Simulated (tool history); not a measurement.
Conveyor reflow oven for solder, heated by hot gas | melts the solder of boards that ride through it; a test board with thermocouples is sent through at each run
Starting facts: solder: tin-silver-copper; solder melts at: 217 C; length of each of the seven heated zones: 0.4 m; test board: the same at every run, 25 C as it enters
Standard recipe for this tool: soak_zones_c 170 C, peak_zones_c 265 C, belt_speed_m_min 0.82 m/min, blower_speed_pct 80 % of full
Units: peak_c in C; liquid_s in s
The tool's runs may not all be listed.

run 1 hour=0 | soak_zones_c=170 peak_zones_c=265 belt_speed_m_min=0.82 blower_speed_pct=80 | peak_c=247.1 liquid_s=39.3
run 2 hour=44 | soak_zones_c=170 peak_zones_c=265 belt_speed_m_min=0.82 blower_speed_pct=80 | peak_c=246.9 liquid_s=39.9
run 3 hour=89.2 | soak_zones_c=170 peak_zones_c=265 belt_speed_m_min=0.82 blower_speed_pct=80 | peak_c=247 liquid_s=39.6
run 4 hour=154.1 | soak_zones_c=170 peak_zones_c=265 belt_speed_m_min=0.82 blower_speed_pct=80 | peak_c=247.1 liquid_s=39.8
-- hour=199.9 flux residue cleaned out of gas plates and filters
run 5 hour=222.2 | soak_zones_c=170 peak_zones_c=265 belt_speed_m_min=0.82 blower_speed_pct=80 | peak_c=248.4 liquid_s=41.2
run 6 hour=250.8 | soak_zones_c=170 peak_zones_c=265 belt_speed_m_min=0.718 blower_speed_pct=80 | peak_c=252.4 liquid_s=50.6
run 7 hour=290.1 | soak_zones_c=170 peak_zones_c=265 belt_speed_m_min=0.718 blower_speed_pct=80 | peak_c=252.5 liquid_s=50.6
run 8 hour=352.4 | soak_zones_c=170 peak_zones_c=265 belt_speed_m_min=0.82 blower_speed_pct=80 | peak_c=248.6 liquid_s=40.6
run 9 hour=416.5 | soak_zones_c=170 peak_zones_c=265 belt_speed_m_min=0.82 blower_speed_pct=80 | peak_c=248.2 liquid_s=40.4
run 10 hour=447.8 | soak_zones_c=166 peak_zones_c=261 belt_speed_m_min=0.82 blower_speed_pct=80 | peak_c=244 liquid_s=36.9
run 11 hour=476.4 | soak_zones_c=166 peak_zones_c=261 belt_speed_m_min=0.82 blower_speed_pct=70 | peak_c=241.9 liquid_s=34.2
run 12 hour=543 | soak_zones_c=166 peak_zones_c=261 belt_speed_m_min=0.82 blower_speed_pct=70 | peak_c=241.4 liquid_s=34.1
run 13 hour=574.2 | soak_zones_c=183 peak_zones_c=270 belt_speed_m_min=0.877 blower_speed_pct=56 | peak_c=245.4 liquid_s=37.8
-- hour=638 belt drive overhauled, speed set with a stopwatch
run 14 hour=646.8 | soak_zones_c=181 peak_zones_c=258 belt_speed_m_min=0.77 blower_speed_pct=83 | peak_c=245.4 liquid_s=44.6
run 15 hour=712 | soak_zones_c=181 peak_zones_c=258 belt_speed_m_min=0.77 blower_speed_pct=83 | peak_c=244.7 liquid_s=44.1
run 16 hour=741.3 | soak_zones_c=173 peak_zones_c=270 belt_speed_m_min=0.929 blower_speed_pct=80 | peak_c=246.6 liquid_s=34.3
-- hour=806 flux residue cleaned out of gas plates and filters
-- hour=808 thermocouples of zones 6 and 7 changed
run 17 hour=812.9 | soak_zones_c=170 peak_zones_c=266 belt_speed_m_min=0.82 blower_speed_pct=79 | peak_c=249.2 liquid_s=41.1

Branching from run 17: 3 alternative next runs. What would each branch give?
run A hour=855.7 | soak_zones_c=184 peak_zones_c=268 belt_speed_m_min=0.82 blower_speed_pct=61 | peak_c=? liquid_s=?
run B hour=855.7 | soak_zones_c=182 peak_zones_c=265 belt_speed_m_min=0.82 blower_speed_pct=87 | peak_c=? liquid_s=?
run C hour=855.7 | soak_zones_c=170 peak_zones_c=266 belt_speed_m_min=0.715 blower_speed_pct=76 | peak_c=? liquid_s=?

run=A peak_c=249.1 liquid_s=43.3
run=B peak_c=252.4 liquid_s=46.2
run=C peak_c=252.2 liquid_s=49.5
What these runs would have given with no unlogged condition in the tool:
run=A peak_c=249.1 liquid_s=43.3
run=B peak_c=252.4 liquid_s=46.2
run=C peak_c=252.2 liquid_s=49.5
